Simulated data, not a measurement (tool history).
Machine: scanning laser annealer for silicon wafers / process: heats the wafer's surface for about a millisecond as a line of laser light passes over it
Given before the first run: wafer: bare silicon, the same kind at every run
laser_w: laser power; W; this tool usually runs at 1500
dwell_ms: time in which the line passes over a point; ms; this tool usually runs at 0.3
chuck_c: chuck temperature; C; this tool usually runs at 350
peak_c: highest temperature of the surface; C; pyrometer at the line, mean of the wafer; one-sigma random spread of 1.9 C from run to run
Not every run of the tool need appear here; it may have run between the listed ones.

{"run": 1, "hour": 0.0, "laser_w": 1500, "dwell_ms": 0.3, "chuck_c": 350, "peak_c": 1090}
{"run": 2, "hour": 17.2, "laser_w": 1500, "dwell_ms": 0.3, "chuck_c": 350, "peak_c": 1091}
{"run": 3, "hour": 32.9, "laser_w": 1500, "dwell_ms": 0.3, "chuck_c": 371, "peak_c": 1116}
{"run": 4, "hour": 58.9, "laser_w": 1500, "dwell_ms": 0.3, "chuck_c": 371, "peak_c": 1114}
{"run": 5, "hour": 75.0, "laser_w": 1500, "dwell_ms": 0.3, "chuck_c": 350, "peak_c": 1131}
{"run": 6, "hour": 101.2, "laser_w": 1500, "dwell_ms": 0.3, "chuck_c": 350, "peak_c": 1132}
{"run": 7, "hour": 123.8, "laser_w": 1421, "dwell_ms": 0.266, "chuck_c": 315, "peak_c": 1007}
{"run": 8, "hour": 141.0, "laser_w": 1500, "dwell_ms": 0.3, "chuck_c": 357, "peak_c": 1139}
{"run": 9, "hour": 169.0, "laser_w": 1532, "dwell_ms": 0.3, "chuck_c": 357, "peak_c": 1150}
{"run": 10, "hour": 190.7, "laser_w": 1532, "dwell_ms": 0.3, "chuck_c": 357, "peak_c": 1150}
{"run": 11, "hour": 211.5, "laser_w": 1532, "dwell_ms": 0.3, "chuck_c": 357, "peak_c": 1146}

Removed from this log: 1 entry logged between the listed runs. Between which two listed runs does each belong, and how does the tool's hidden state at the listed run before it compare with that at the listed run after it?
After run 4, before run 5: window over the wafer cleaned (hour 68.6)
  light that passes the window, % of a clean one's: 94.48 -> 99.89; laser's true power over the reading, %: -0.36 -> -0.37; width of the line over the set one, %: 2.55 -> 2.57
  measured less the result without the state, peak_c: -52 -> -11 C

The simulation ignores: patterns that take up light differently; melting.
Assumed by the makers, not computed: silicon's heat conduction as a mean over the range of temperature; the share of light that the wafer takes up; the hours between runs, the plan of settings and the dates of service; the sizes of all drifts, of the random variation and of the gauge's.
